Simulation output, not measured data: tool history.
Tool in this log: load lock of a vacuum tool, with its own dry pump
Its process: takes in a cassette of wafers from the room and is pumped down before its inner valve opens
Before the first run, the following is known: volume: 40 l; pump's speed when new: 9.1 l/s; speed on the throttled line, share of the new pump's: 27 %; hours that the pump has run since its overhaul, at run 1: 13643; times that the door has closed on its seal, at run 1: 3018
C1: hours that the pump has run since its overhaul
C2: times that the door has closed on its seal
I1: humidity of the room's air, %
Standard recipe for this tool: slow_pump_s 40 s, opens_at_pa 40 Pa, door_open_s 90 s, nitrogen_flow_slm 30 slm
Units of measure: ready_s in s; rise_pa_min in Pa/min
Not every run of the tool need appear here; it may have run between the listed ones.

Run 1, day 0.000: usual settings; C1 13643; C2 3018; I1 43.3. Result: ready_s 68.0 s, rise_pa_min 0.034 Pa/min.
Run 2, day 6.058: usual settings; C1 13788; C2 3470; I1 42.8. Result: ready_s 68.1 s, rise_pa_min 0.032 Pa/min.
Run 3, day 12.429: usual settings; C1 13941; C2 3945; I1 46.8. Result: ready_s 68.1 s, rise_pa_min 0.030 Pa/min.
Run 4, day 17.946: usual settings; C1 14073; C2 4356; I1 44.1. Result: ready_s 68.3 s, rise_pa_min 0.034 Pa/min.
Run 5, day 23.246: usual settings; C1 14201; C2 4751; I1 44.7. Result: ready_s 67.9 s, rise_pa_min 0.040 Pa/min.
Run 6, day 29.700: usual settings; C1 14356; C2 5233; I1 46.2. Result: ready_s 68.3 s, rise_pa_min 0.035 Pa/min.
Run 7, day 34.867: usual settings but door_open_s 225 s; C1 14480; C2 5618; I1 46.2. Result: ready_s 68.1 s, rise_pa_min 0.054 Pa/min.
Run 8, day 39.812: usual settings but door_open_s 101 s; C1 14598; C2 5987; I1 41.8. Result: ready_s 68.1 s, rise_pa_min 0.035 Pa/min.
Run 9, day 43.721: usual settings but door_open_s 101 s; C1 14692; C2 6278; I1 45.9. Result: ready_s 67.4 s, rise_pa_min 0.032 Pa/min.
Run 10, day 48.750: usual settings but nitrogen_flow_slm 6 slm; C1 14813; C2 6653; I1 43.8. Result: ready_s 67.8 s, rise_pa_min 0.057 Pa/min.
Run 11, day 51.967: usual settings but nitrogen_flow_slm 6 slm; C1 14890; C2 6893; I1 47.5. Result: ready_s 67.7 s, rise_pa_min 0.059 Pa/min.
Run 12, day 56.379: usual settings but nitrogen_flow_slm 6 slm; C1 14996; C2 7222; I1 44.3. Result: ready_s 67.7 s, rise_pa_min 0.056 Pa/min.
Run 13, day 61.879: usual settings but nitrogen_flow_slm 6 slm; C1 15128; C2 7632; I1 46.1. Result: ready_s 68.7 s, rise_pa_min 0.058 Pa/min.
Run 14, day 68.058: usual settings but nitrogen_flow_slm 6 slm; C1 15276; C2 8093; I1 48.0. Result: ready_s 68.7 s, rise_pa_min 0.065 Pa/min.
Run 15, day 73.121: usual settings but nitrogen_flow_slm 6 slm; C1 15398; C2 8470; I1 45.4. Result: ready_s 67.8 s, rise_pa_min 0.060 Pa/min.
Run 16, day 79.788: usual settings but nitrogen_flow_slm 6 slm; C1 15558; C2 8967; I1 44.8. Result: ready_s 68.3 s, rise_pa_min 0.058 Pa/min.
Run 17, day 86.204: usual settings but slow_pump_s 32 s, opens_at_pa 76 Pa, door_open_s 55 s, nitrogen_flow_slm 6 slm; C1 15712; C2 9445; I1 47.5. Result: ready_s 59.3 s, rise_pa_min 0.053 Pa/min.
Run 18, day 90.679: usual settings but slow_pump_s 32 s, opens_at_pa 57 Pa, door_open_s 55 s, nitrogen_flow_slm 4 slm; C1 15819; C2 9779; I1 46.8. Result: ready_s 61.8 s, rise_pa_min 0.050 Pa/min.
Run 19, day 95.404: usual settings but slow_pump_s 50 s, opens_at_pa 57 Pa, door_open_s 66 s, nitrogen_flow_slm 6 slm; C1 15933; C2 10131; I1 46.6. Result: ready_s 74.2 s, rise_pa_min 0.060 Pa/min.
Run 20, day 101.288: usual settings but slow_pump_s 41 s, opens_at_pa 29 Pa, door_open_s 62 s, nitrogen_flow_slm 6 slm; C1 16074; C2 10570; I1 44.9. Result: ready_s 70.2 s, rise_pa_min 0.057 Pa/min.
Run 21, day 108.825: usual settings but slow_pump_s 41 s, opens_at_pa 64 Pa, door_open_s 84 s, nitrogen_flow_slm 9 slm; C1 16255; C2 11132; I1 47.4. Result: ready_s 66.5 s, rise_pa_min 0.059 Pa/min.
Run 22, day 115.854: usual settings but slow_pump_s 46 s, nitrogen_flow_slm 6 slm; C1 16423; C2 11656; I1 43.3. Result: ready_s 73.1 s, rise_pa_min 0.057 Pa/min.
Run 23, day 122.983: usual settings but slow_pump_s 37 s; C1 16594; C2 12188; I1 45.3. Result: ready_s 66.7 s, rise_pa_min 0.045 Pa/min.
Run 24, day 127.021: usual settings but nitrogen_flow_slm 34 slm; C1 16691; C2 12489; I1 44.4. Result: ready_s 68.2 s, rise_pa_min 0.051 Pa/min.
Run 25, day 132.146: usual settings but opens_at_pa 66 Pa, door_open_s 68 s, nitrogen_flow_slm 9 slm; C1 16814; C2 12871; I1 46.1. Result: ready_s 67.0 s, rise_pa_min 0.058 Pa/min.
Run 26, day 137.042: usual settings but slow_pump_s 77 s, opens_at_pa 66 Pa, door_open_s 68 s, nitrogen_flow_slm 13 slm; C1 16932; C2 13236; I1 47.6. Result: ready_s 90.4 s, rise_pa_min 0.056 Pa/min.
Run 27, day 140.988: usual settings but door_open_s 58 s, nitrogen_flow_slm 5 slm; C1 17027; C2 13530; I1 46.6. Result: ready_s 69.9 s, rise_pa_min 0.063 Pa/min.
Run 28, day 145.162: usual settings but door_open_s 58 s, nitrogen_flow_slm 5 slm; C1 17127; C2 13841; I1 46.0. Result: ready_s 69.3 s, rise_pa_min 0.069 Pa/min.
Run 29, day 152.292: usual settings but slow_pump_s 25 s, opens_at_pa 43 Pa, nitrogen_flow_slm 41 slm; C1 17298; C2 14373; I1 44.5. Result: ready_s 58.8 s, rise_pa_min 0.046 Pa/min.
Run 30, day 160.004: usual settings but slow_pump_s 25 s, opens_at_pa 43 Pa, nitrogen_flow_slm 41 slm; C1 17483; C2 14948; I1 43.0. Result: ready_s 59.0 s, rise_pa_min 0.044 Pa/min.
Run 31, day 166.479: usual settings but slow_pump_s 25 s, opens_at_pa 43 Pa, nitrogen_flow_slm 41 slm; C1 17638; C2 15431; I1 43.9. Result: ready_s 58.4 s, rise_pa_min 0.051 Pa/min.

Below are 3 alternative next runs, each starting from the tool's condition after run 31. Predict each:
Run A, day 169.592: usual settings but slow_pump_s 46 s, nitrogen_flow_slm 11 slm; C1 17713; C2 15663; I1 48.2. Result: ready_s ?, rise_pa_min ?.
Run B, day 169.592: usual settings but slow_pump_s 22 s, opens_at_pa 43 Pa, door_open_s 120 s, nitrogen_flow_slm 41 slm; C1 17713; C2 15663; I1 47.4. Result: ready_s ?, rise_pa_min ?.
Run C, day 169.592: usual settings but door_open_s 61 s; C1 17713; C2 15663; I1 45.1. Result: ready_s ?, rise_pa_min ?.

run  ready_s  rise_pa_min
  A     72.7        0.072
  B     56.7        0.062
  C     69.3        0.045
Had the tool no hidden state, the same runs would have come out as:
run  ready_s  rise_pa_min
  A     67.8        0.046
  B     50.6        0.036
  C     64.1        0.019

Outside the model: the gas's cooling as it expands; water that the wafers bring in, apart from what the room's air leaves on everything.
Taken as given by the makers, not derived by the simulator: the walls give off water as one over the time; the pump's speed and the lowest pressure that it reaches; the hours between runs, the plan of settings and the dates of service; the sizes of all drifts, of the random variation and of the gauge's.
